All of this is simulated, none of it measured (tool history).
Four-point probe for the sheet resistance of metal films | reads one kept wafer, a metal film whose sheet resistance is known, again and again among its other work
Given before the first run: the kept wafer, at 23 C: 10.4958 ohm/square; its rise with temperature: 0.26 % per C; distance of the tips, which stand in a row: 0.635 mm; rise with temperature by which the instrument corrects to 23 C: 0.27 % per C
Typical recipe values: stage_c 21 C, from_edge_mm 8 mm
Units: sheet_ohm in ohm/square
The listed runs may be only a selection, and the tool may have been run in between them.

{"run": 1, "hour": 0.0, "stage_c": 21, "from_edge_mm": 8, "sheet_ohm": 10.537441}
{"run": 2, "hour": 14.5, "stage_c": 21, "from_edge_mm": 8, "sheet_ohm": 10.531601}
{"run": 3, "hour": 33.1, "stage_c": 21, "from_edge_mm": 8, "sheet_ohm": 10.533356}
{"run": 4, "hour": 47.5, "stage_c": 21, "from_edge_mm": 8, "sheet_ohm": 10.531335}
{"run": 5, "hour": 56.8, "stage_c": 21, "from_edge_mm": 8, "sheet_ohm": 10.53607}
{"run": 6, "hour": 75.1, "stage_c": 21, "from_edge_mm": 21, "sheet_ohm": 10.500472}
{"run": 7, "hour": 83.3, "stage_c": 21, "from_edge_mm": 21, "sheet_ohm": 10.5051}
{"run": 8, "hour": 95.9, "stage_c": 21, "from_edge_mm": 21, "sheet_ohm": 10.50395}
{"run": 9, "hour": 104.8, "stage_c": 34, "from_edge_mm": 21, "sheet_ohm": 10.487337}
{"run": 10, "hour": 121.7, "stage_c": 34, "from_edge_mm": 21, "sheet_ohm": 10.486937}
{"run": 11, "hour": 140.7, "stage_c": 21, "from_edge_mm": 8, "sheet_ohm": 10.531625}
{"run": 12, "hour": 158.6, "stage_c": 21, "from_edge_mm": 4, "sheet_ohm": 10.644636}

What does the tool deliver on the next run?
{"run": 13, "hour": 170.4, "stage_c": 20, "from_edge_mm": 8, "sheet_ohm": "?"}

sheet_ohm: 10.532128 ohm/square
If the tool had no hidden condition, the same run with the same run-to-run variation would have returned sheet_ohm 10.531903 ohm/square.
